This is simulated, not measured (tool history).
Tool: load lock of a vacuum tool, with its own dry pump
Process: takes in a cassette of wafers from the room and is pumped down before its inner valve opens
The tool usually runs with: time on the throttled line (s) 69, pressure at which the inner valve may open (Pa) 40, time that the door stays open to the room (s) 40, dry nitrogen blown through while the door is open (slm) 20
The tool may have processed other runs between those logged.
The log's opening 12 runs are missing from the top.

run,hour,time on the throttled line (s),pressure at which the inner valve may open (Pa),time that the door stays open to the room (s),dry nitrogen blown through while the door is open (slm),"incoming humidity of the room's air, %",time from the closed door until the inner valve may open (s),rise of the pressure with all valves shut (Pa/min)
13,5292.2,69,40,40,4,46.3,108.1,0.337
14,5799.8,69,54,40,4,43.5,106.7,0.353
# hour 6015.7: door's seal changed, seat wiped
15,6281.5,69,40,40,26,44.5,109.4,0.025
16,6543,69,40,94,20,39.8,107,0.031
17,6904.4,69,40,94,20,44,108.8,0.031
18,7325.8,69,40,94,20,42.8,108.9,0.037
19,7614.6,69,61,40,20,47.1,108.3,0.036
20,7920.1,123,40,117,9,43.3,151.6,0.052
21,8385.4,108,40,40,38,43,140.4,0.034
22,9016.8,134,64,36,11,42.7,157.6,0.044
23,9565.5,41,37,36,5,43.7,90,0.066
24,9966.5,39,29,50,6,44,91.3,0.064
25,10295.4,39,29,50,6,46.2,90.4,0.073
26,10682.1,39,29,50,6,46,91.6,0.084
27,11007,53,29,94,6,41.1,102.6,0.088
28,11479.8,53,29,94,6,46.9,103,0.097
29,11760.3,53,29,94,6,45.2,103.9,0.101
30,12328,69,40,53,20,42.6,114,0.099
31,12619.9,69,34,28,20,43.6,114.8,0.106
32,13082.2,69,34,28,20,46.8,115.2,0.111
33,13552.4,69,34,28,36,43.1,116,0.11
# hour 13885.3: dry pump taken out, an overhauled one fitted
34,14029,41,34,173,36,45.1,82.9,0.136
35,14420.1,47,44,34,20,44.3,84.8,0.132
36,15000,52,70,81,5,44.3,86.8,0.163

Here are 3 independent what-if runs from the current tool condition. What would each one return?
A,15538.8,39,70,81,5,42.6,?,?
B,15538.8,52,70,212,11,46.1,?,?
C,15538.8,52,74,81,8,40.8,?,?

run,time from the closed door until the inner valve may open (s),rise of the pressure with all valves shut (Pa/min)
A,76.5,0.18
B,87.3,0.177
C,86.7,0.17
The same runs, with their run-to-run variation unchanged, on a tool lacking any hidden condition would have given:
run,time from the closed door until the inner valve may open (s),rise of the pressure with all valves shut (Pa/min)
A,75.1,0.036
B,86,0.036
C,85.4,0.029
